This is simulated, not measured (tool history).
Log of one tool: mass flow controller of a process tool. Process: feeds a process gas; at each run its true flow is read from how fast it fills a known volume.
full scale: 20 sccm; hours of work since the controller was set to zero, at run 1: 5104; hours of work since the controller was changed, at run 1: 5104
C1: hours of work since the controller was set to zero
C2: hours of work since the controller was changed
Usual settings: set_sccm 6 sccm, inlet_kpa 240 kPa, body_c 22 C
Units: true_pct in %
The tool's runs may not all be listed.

Run 1, hour 0.0: usual settings; C1 5104; C2 5104. Result: true_pct 104.59 %.
Run 2, hour 184.9: usual settings but body_c 30 C; C1 5245; C2 5245. Result: true_pct 104.83 %.
Run 3, hour 297.1: usual settings; C1 5330; C2 5330. Result: true_pct 104.74 %.
Run 4, hour 468.3: usual settings; C1 5460; C2 5460. Result: true_pct 104.70 %.
Run 5, hour 618.5: usual settings but body_c 36 C; C1 5575; C2 5575. Result: true_pct 105.28 %.
Run 6, hour 716.1: usual settings but body_c 36 C; C1 5649; C2 5649. Result: true_pct 105.45 %.
Run 7, hour 885.6: usual settings but body_c 36 C; C1 5778; C2 5778. Result: true_pct 105.47 %.
Run 8, hour 976.4: usual settings; C1 5847; C2 5847. Result: true_pct 105.09 %.
Run 9, hour 1099.3: usual settings; C1 5940; C2 5940. Result: true_pct 105.27 %.
Run 10, hour 1261.8: usual settings; C1 6064; C2 6064. Result: true_pct 105.44 %.
At hour 1298.8: controller exchanged for a calibrated one.
Run 11, hour 1427.3: usual settings; C1 98; C2 98. Result: true_pct 99.74 %.
Run 12, hour 1527.9: usual settings; C1 174; C2 174. Result: true_pct 99.81 %.
Run 13, hour 1646.2: usual settings; C1 264; C2 264. Result: true_pct 99.84 %.
Run 14, hour 1841.2: usual settings; C1 413; C2 413. Result: true_pct 100.05 %.
Run 15, hour 1976.1: usual settings; C1 515; C2 515. Result: true_pct 100.07 %.
Run 16, hour 2181.8: usual settings; C1 672; C2 672. Result: true_pct 100.21 %.
Run 17, hour 2360.2: usual settings but inlet_kpa 190 kPa; C1 807; C2 807. Result: true_pct 100.51 %.
Run 18, hour 2449.0: usual settings; C1 875; C2 875. Result: true_pct 100.46 %.
Run 19, hour 2625.8: usual settings; C1 1009; C2 1009. Result: true_pct 100.48 %.
Run 20, hour 2812.9: usual settings; C1 1152; C2 1152. Result: true_pct 100.55 %.
Run 21, hour 3023.9: usual settings but set_sccm 5 sccm, inlet_kpa 223 kPa, body_c 23 C; C1 1312; C2 1312. Result: true_pct 101.11 %.
Run 22, hour 3200.4: usual settings but set_sccm 9 sccm, inlet_kpa 243 kPa, body_c 23 C; C1 1447; C2 1447. Result: true_pct 100.91 %.
Run 23, hour 3299.3: usual settings but set_sccm 11 sccm, body_c 40 C; C1 1522; C2 1522. Result: true_pct 101.39 %.
Run 24, hour 3414.0: usual settings but set_sccm 17 sccm, inlet_kpa 214 kPa; C1 1609; C2 1609. Result: true_pct 101.11 %.
Run 25, hour 3526.7: usual settings but set_sccm 17 sccm, inlet_kpa 214 kPa; C1 1695; C2 1695. Result: true_pct 101.21 %.
Run 26, hour 3721.7: usual settings but set_sccm 12 sccm, inlet_kpa 238 kPa, body_c 38 C; C1 1843; C2 1843. Result: true_pct 101.55 %.
Run 27, hour 3882.8: usual settings but set_sccm 12 sccm, inlet_kpa 238 kPa, body_c 38 C; C1 1966; C2 1966. Result: true_pct 101.61 %.
Run 28, hour 4041.8: usual settings but set_sccm 5 sccm, inlet_kpa 279 kPa, body_c 38 C; C1 2087; C2 2087. Result: true_pct 101.96 %.
Run 29, hour 4181.5: usual settings but set_sccm 3 sccm, inlet_kpa 146 kPa, body_c 36 C; C1 2193; C2 2193. Result: true_pct 103.18 %.
Run 30, hour 4282.2: usual settings but set_sccm 17 sccm, inlet_kpa 272 kPa, body_c 30 C; C1 2270; C2 2270. Result: true_pct 101.48 %.
Run 31, hour 4393.6: usual settings but set_sccm 17 sccm, inlet_kpa 272 kPa, body_c 30 C; C1 2354; C2 2354. Result: true_pct 101.47 %.
Run 32, hour 4499.0: usual settings but set_sccm 17 sccm, inlet_kpa 272 kPa, body_c 30 C; C1 2435; C2 2435. Result: true_pct 101.80 %.
Run 33, hour 4622.7: usual settings but set_sccm 17 sccm, inlet_kpa 272 kPa, body_c 30 C; C1 2529; C2 2529. Result: true_pct 101.64 %.
Run 34, hour 4760.1: usual settings but set_sccm 5 sccm, inlet_kpa 180 kPa, body_c 34 C; C1 2633; C2 2633. Result: true_pct 102.82 %.
Run 35, hour 4953.4: usual settings but set_sccm 5 sccm, inlet_kpa 180 kPa, body_c 34 C; C1 2780; C2 2780. Result: true_pct 102.92 %.
Run 36, hour 5060.4: usual settings but set_sccm 2 sccm, inlet_kpa 195 kPa, body_c 21 C; C1 2862; C2 2862. Result: true_pct 104.70 %.
Run 37, hour 5164.6: usual settings but set_sccm 2 sccm, inlet_kpa 195 kPa, body_c 21 C; C1 2941; C2 2941. Result: true_pct 104.85 %.

3 ways to go on from here, each from the tool as it stands after run 37. What would each give?
Run A, hour 5349.6: usual settings but set_sccm 2 sccm, inlet_kpa 195 kPa, body_c 37 C; C1 3082; C2 3082. Result: true_pct ?.
Run B, hour 5349.6: usual settings but set_sccm 7 sccm, inlet_kpa 217 kPa, body_c 33 C; C1 3082; C2 3082. Result: true_pct ?.
Run C, hour 5349.6: usual settings but set_sccm 4 sccm, inlet_kpa 168 kPa, body_c 29 C; C1 3082; C2 3082. Result: true_pct ?.

run  true_pct
  A    105.53
  B    102.67
  C    103.60
Without the tool's hidden state the same runs would have given:
run  true_pct
  A     99.87
  B     99.74
  C     99.86
